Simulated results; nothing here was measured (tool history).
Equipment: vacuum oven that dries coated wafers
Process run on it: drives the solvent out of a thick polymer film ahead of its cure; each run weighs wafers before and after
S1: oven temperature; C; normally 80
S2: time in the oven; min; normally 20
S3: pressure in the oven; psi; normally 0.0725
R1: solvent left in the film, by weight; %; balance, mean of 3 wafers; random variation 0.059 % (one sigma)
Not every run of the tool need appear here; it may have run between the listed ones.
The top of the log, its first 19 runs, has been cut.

run 20 hour=1301.8 | S1=75 S2=20 S3=0.0725 | R1=4.48
run 21 hour=1384.9 | S1=66 S2=16 S3=0.0725 | R1=7.57
run 22 hour=1458.7 | S1=66 S2=16 S3=0.0725 | R1=7.60
run 23 hour=1509.0 | S1=93 S2=16 S3=0.1743 | R1=1.58
run 24 hour=1601.2 | S1=80 S2=11 S3=0.0725 | R1=5.11
run 25 hour=1642.6 | S1=79 S2=17 S3=0.1841 | R1=4.83
run 26 hour=1711.3 | S1=79 S2=17 S3=0.1841 | R1=4.72
run 27 hour=1778.3 | S1=80 S2=32 S3=0.1832 | R1=2.73
run 28 hour=1854.6 | S1=87 S2=22 S3=0.0764 | R1=1.38
run 29 hour=1923.8 | S1=87 S2=22 S3=0.0764 | R1=1.41
run 30 hour=1994.4 | S1=87 S2=22 S3=0.0764 | R1=1.34
run 31 hour=2086.9 | S1=92 S2=12 S3=0.0576 | R1=1.77
run 32 hour=2138.9 | S1=82 S2=27 S3=0.2161 | R1=2.85
run 33 hour=2203.2 | S1=80 S2=18 S3=0.0802 | R1=3.58
run 34 hour=2293.0 | S1=80 S2=20 S3=0.2566 | R1=4.54
run 35 hour=2341.1 | S1=75 S2=20 S3=0.0725 | R1=4.56
run 36 hour=2410.8 | S1=75 S2=20 S3=0.0725 | R1=4.56

3 options for the next run, each taken on its own from the tool as it stands now. Forecast them:
run A hour=2475.6 | S1=80 S2=22 S3=0.0529 | R1=?
run B hour=2475.6 | S1=75 S2=20 S3=0.0455 | R1=?
run C hour=2475.6 | S1=86 S2=29 S3=0.1036 | R1=?

run=A R1=2.76
run=B R1=4.26
run=C R1=1.24
Without the tool's unlogged condition, the same runs would have read:
run=A R1=2.76
run=B R1=4.25
run=C R1=1.24

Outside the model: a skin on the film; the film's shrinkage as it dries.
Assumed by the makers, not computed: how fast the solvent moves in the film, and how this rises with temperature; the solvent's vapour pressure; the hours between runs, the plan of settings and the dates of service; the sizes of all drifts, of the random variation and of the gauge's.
